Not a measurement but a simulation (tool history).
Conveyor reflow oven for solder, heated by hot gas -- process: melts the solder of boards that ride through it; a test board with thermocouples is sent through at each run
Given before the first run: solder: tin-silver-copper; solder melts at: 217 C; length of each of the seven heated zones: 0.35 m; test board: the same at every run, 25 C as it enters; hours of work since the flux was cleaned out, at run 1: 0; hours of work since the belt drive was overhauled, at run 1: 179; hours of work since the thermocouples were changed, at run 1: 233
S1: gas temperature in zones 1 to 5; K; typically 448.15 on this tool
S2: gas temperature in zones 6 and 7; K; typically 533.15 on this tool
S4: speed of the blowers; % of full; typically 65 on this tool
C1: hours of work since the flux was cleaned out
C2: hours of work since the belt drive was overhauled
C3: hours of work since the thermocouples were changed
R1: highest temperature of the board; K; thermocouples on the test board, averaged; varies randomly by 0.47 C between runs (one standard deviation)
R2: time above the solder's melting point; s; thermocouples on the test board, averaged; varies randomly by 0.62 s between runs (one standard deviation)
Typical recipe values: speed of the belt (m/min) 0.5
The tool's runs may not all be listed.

{"run": 1, "hour": 0.0, "S1": 448.15, "S2": 533.15, "speed of the belt (m/min)": 0.5, "S4": 65, "C1": 0, "C2": 179, "C3": 233, "R1": 520.55, "R2": 60.8}
{"run": 2, "hour": 42.6, "S1": 448.15, "S2": 543.15, "speed of the belt (m/min)": 0.5, "S4": 65, "C1": 31, "C2": 210, "C3": 264, "R1": 529.85, "R2": 66.8}
{"run": 3, "hour": 73.4, "S1": 448.15, "S2": 543.15, "speed of the belt (m/min)": 0.5, "S4": 65, "C1": 54, "C2": 233, "C3": 287, "R1": 528.65, "R2": 67}
{"run": 4, "hour": 119.6, "S1": 443.15, "S2": 543.15, "speed of the belt (m/min)": 0.5, "S4": 65, "C1": 88, "C2": 267, "C3": 321, "R1": 527.15, "R2": 64.2}
{"run": 5, "hour": 171.2, "S1": 448.15, "S2": 533.15, "speed of the belt (m/min)": 0.5, "S4": 63, "C1": 126, "C2": 305, "C3": 359, "R1": 518.55, "R2": 59.5}
{"run": 6, "hour": 221.0, "S1": 448.15, "S2": 533.15, "speed of the belt (m/min)": 0.5, "S4": 63, "C1": 162, "C2": 342, "C3": 395, "R1": 518.55, "R2": 57.6}
{"run": 7, "hour": 268.6, "S1": 435.15, "S2": 533.15, "speed of the belt (m/min)": 0.5, "S4": 65, "C1": 197, "C2": 377, "C3": 430, "R1": 516.45, "R2": 50.7}
{"run": 8, "hour": 314.6, "S1": 435.15, "S2": 533.15, "speed of the belt (m/min)": 0.489, "S4": 65, "C1": 231, "C2": 410, "C3": 464, "R1": 516.95, "R2": 53.4}
{"run": 9, "hour": 342.6, "S1": 446.15, "S2": 533.15, "speed of the belt (m/min)": 0.489, "S4": 65, "C1": 252, "C2": 431, "C3": 485, "R1": 518.85, "R2": 59.9}
{"run": 10, "hour": 381.9, "S1": 446.15, "S2": 533.15, "speed of the belt (m/min)": 0.489, "S4": 65, "C1": 281, "C2": 460, "C3": 514, "R1": 518.05, "R2": 58.7}
{"run": 11, "hour": 429.1, "S1": 451.15, "S2": 533.15, "speed of the belt (m/min)": 0.497, "S4": 71, "C1": 315, "C2": 495, "C3": 548, "R1": 519.05, "R2": 60.9}
{"run": 12, "hour": 462.1, "S1": 447.15, "S2": 545.15, "speed of the belt (m/min)": 0.497, "S4": 85, "C1": 340, "C2": 519, "C3": 573, "R1": 531.05, "R2": 69.2}
{"run": 13, "hour": 497.3, "S1": 452.15, "S2": 542.15, "speed of the belt (m/min)": 0.5, "S4": 75, "C1": 366, "C2": 545, "C3": 599, "R1": 527.55, "R2": 67.7}
{"run": 14, "hour": 537.7, "S1": 443.15, "S2": 542.15, "speed of the belt (m/min)": 0.441, "S4": 75, "C1": 395, "C2": 574, "C3": 628, "R1": 528.95, "R2": 77.3}
{"hour": 557.8, "done": "flux residue cleaned out of gas plates and filters"}
{"run": 15, "hour": 578.7, "S1": 451.15, "S2": 542.15, "speed of the belt (m/min)": 0.441, "S4": 51, "C1": 15, "C2": 601, "C3": 655, "R1": 528.35, "R2": 79}
{"run": 16, "hour": 614.1, "S1": 451.15, "S2": 542.15, "speed of the belt (m/min)": 0.441, "S4": 51, "C1": 41, "C2": 627, "C3": 681, "R1": 527.95, "R2": 79.2}

Here are 4 independent what-if runs from the current tool condition. What would each one return?
{"run": "A", "hour": 656.8, "S1": 460.15, "S2": 542.15, "speed of the belt (m/min)": 0.499, "S4": 69, "C1": 73, "C2": 658, "C3": 712, "R1": "?", "R2": "?"}
{"run": "B", "hour": 656.8, "S1": 448.15, "S2": 533.15, "speed of the belt (m/min)": 0.478, "S4": 65, "C1": 73, "C2": 658, "C3": 712, "R1": "?", "R2": "?"}
{"run": "C", "hour": 656.8, "S1": 451.15, "S2": 547.15, "speed of the belt (m/min)": 0.495, "S4": 51, "C1": 73, "C2": 658, "C3": 712, "R1": "?", "R2": "?"}
{"run": "D", "hour": 656.8, "S1": 448.15, "S2": 547.15, "speed of the belt (m/min)": 0.415, "S4": 58, "C1": 73, "C2": 658, "C3": 712, "R1": "?", "R2": "?"}

run=A R1=529.35 R2=73.2
run=B R1=519.65 R2=64
run=C R1=528.55 R2=69.1
run=D R1=535.35 R2=88.5
With no hidden state in the tool, these same runs would have given:
run=A R1=532.15 R2=73.7
run=B R1=522.45 R2=65.5
run=C R1=531.15 R2=69.8
run=D R1=538.05 R2=88.8
